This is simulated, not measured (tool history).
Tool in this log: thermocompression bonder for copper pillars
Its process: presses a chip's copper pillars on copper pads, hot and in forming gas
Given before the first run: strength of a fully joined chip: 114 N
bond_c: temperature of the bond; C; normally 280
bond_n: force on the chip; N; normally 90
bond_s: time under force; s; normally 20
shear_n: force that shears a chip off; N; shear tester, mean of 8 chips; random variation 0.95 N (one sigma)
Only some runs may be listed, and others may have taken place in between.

run 1 hour=0.0 | bond_c=280 bond_n=90 bond_s=20 | shear_n=71.0
-- hour=6.0 forming gas filter changed
run 2 hour=18.4 | bond_c=280 bond_n=98 bond_s=20 | shear_n=85.3
run 3 hour=27.1 | bond_c=280 bond_n=90 bond_s=44 | shear_n=95.9
run 4 hour=38.5 | bond_c=280 bond_n=90 bond_s=20 | shear_n=79.4
run 5 hour=51.4 | bond_c=280 bond_n=90 bond_s=20 | shear_n=79.7
run 6 hour=63.6 | bond_c=280 bond_n=90 bond_s=20 | shear_n=79.9
run 7 hour=83.0 | bond_c=280 bond_n=90 bond_s=20 | shear_n=80.4
run 8 hour=93.7 | bond_c=280 bond_n=90 bond_s=14 | shear_n=73.3
run 9 hour=114.1 | bond_c=280 bond_n=90 bond_s=17 | shear_n=77.0
run 10 hour=128.2 | bond_c=280 bond_n=90 bond_s=17 | shear_n=76.2
run 11 hour=149.0 | bond_c=280 bond_n=90 bond_s=20 | shear_n=78.5
run 12 hour=166.7 | bond_c=280 bond_n=90 bond_s=20 | shear_n=79.2
run 13 hour=177.6 | bond_c=280 bond_n=56 bond_s=20 | shear_n=61.9
run 14 hour=193.5 | bond_c=280 bond_n=90 bond_s=20 | shear_n=79.6
run 15 hour=209.6 | bond_c=280 bond_n=90 bond_s=20 | shear_n=79.2
run 16 hour=228.1 | bond_c=280 bond_n=90 bond_s=20 | shear_n=81.0
run 17 hour=248.2 | bond_c=280 bond_n=90 bond_s=20 | shear_n=77.9
run 18 hour=258.8 | bond_c=280 bond_n=90 bond_s=20 | shear_n=77.2
run 19 hour=274.9 | bond_c=280 bond_n=90 bond_s=20 | shear_n=78.7
run 20 hour=290.9 | bond_c=280 bond_n=90 bond_s=20 | shear_n=77.4
run 21 hour=302.1 | bond_c=280 bond_n=121 bond_s=16 | shear_n=83.5
run 22 hour=315.5 | bond_c=250 bond_n=82 bond_s=12 | shear_n=45.7
run 23 hour=324.2 | bond_c=250 bond_n=82 bond_s=12 | shear_n=46.2
run 24 hour=339.6 | bond_c=309 bond_n=60 bond_s=33 | shear_n=88.2
run 25 hour=351.5 | bond_c=282 bond_n=74 bond_s=15 | shear_n=67.3
run 26 hour=369.4 | bond_c=282 bond_n=74 bond_s=15 | shear_n=66.6
run 27 hour=383.2 | bond_c=260 bond_n=81 bond_s=15 | shear_n=54.7
run 28 hour=393.3 | bond_c=299 bond_n=90 bond_s=14 | shear_n=79.9
run 29 hour=410.3 | bond_c=280 bond_n=90 bond_s=43 | shear_n=89.8
run 30 hour=425.5 | bond_c=280 bond_n=90 bond_s=43 | shear_n=92.1
run 31 hour=439.9 | bond_c=310 bond_n=114 bond_s=27 | shear_n=101.5
run 32 hour=454.8 | bond_c=252 bond_n=114 bond_s=36 | shear_n=78.4
run 33 hour=474.6 | bond_c=252 bond_n=114 bond_s=36 | shear_n=78.9
run 34 hour=487.8 | bond_c=252 bond_n=114 bond_s=36 | shear_n=78.6
run 35 hour=501.4 | bond_c=258 bond_n=67 bond_s=19 | shear_n=51.0
run 36 hour=511.6 | bond_c=298 bond_n=77 bond_s=50 | shear_n=95.1
run 37 hour=528.6 | bond_c=298 bond_n=135 bond_s=56 | shear_n=103.9
run 38 hour=539.3 | bond_c=298 bond_n=135 bond_s=56 | shear_n=105.7
run 39 hour=557.2 | bond_c=298 bond_n=68 bond_s=34 | shear_n=86.7

Measured minus without-hidden-state, run by run (identical run-to-run variation in each term; gauge scatter may differ):
Hidden state present: true temperature of the bond over the reading, C; force that reaches the chip, % of what is set; oxide that the forming gas leaves, % of the face; drift of the gauge itself on shear_n, %.
run=1 shear_n=-9.4
run=2 shear_n=+0.3
run=3 shear_n=+0.1
run=4 shear_n=+0.1
run=5 shear_n=-0.1
run=6 shear_n=-0.2
run=7 shear_n=-0.4
run=8 shear_n=-0.3
run=9 shear_n=-0.6
run=10 shear_n=-0.7
run=11 shear_n=-0.9
run=12 shear_n=-1.0
run=13 shear_n=-0.8
run=14 shear_n=-1.3
run=15 shear_n=-1.4
run=16 shear_n=-1.7
run=17 shear_n=-1.8
run=18 shear_n=-1.9
run=19 shear_n=-2.0
run=20 shear_n=-2.1
run=21 shear_n=-2.4
run=22 shear_n=-1.3
run=23 shear_n=-1.5
run=24 shear_n=-2.9
run=25 shear_n=-2.2
run=26 shear_n=-2.4
run=27 shear_n=-2.0
run=28 shear_n=-3.1
run=29 shear_n=-3.8
run=30 shear_n=-4.2
run=31 shear_n=-4.8
run=32 shear_n=-3.8
run=33 shear_n=-4.0
run=34 shear_n=-4.1
run=35 shear_n=-2.7
run=36 shear_n=-5.2
run=37 shear_n=-6.1
run=38 shear_n=-6.4
run=39 shear_n=-5.2
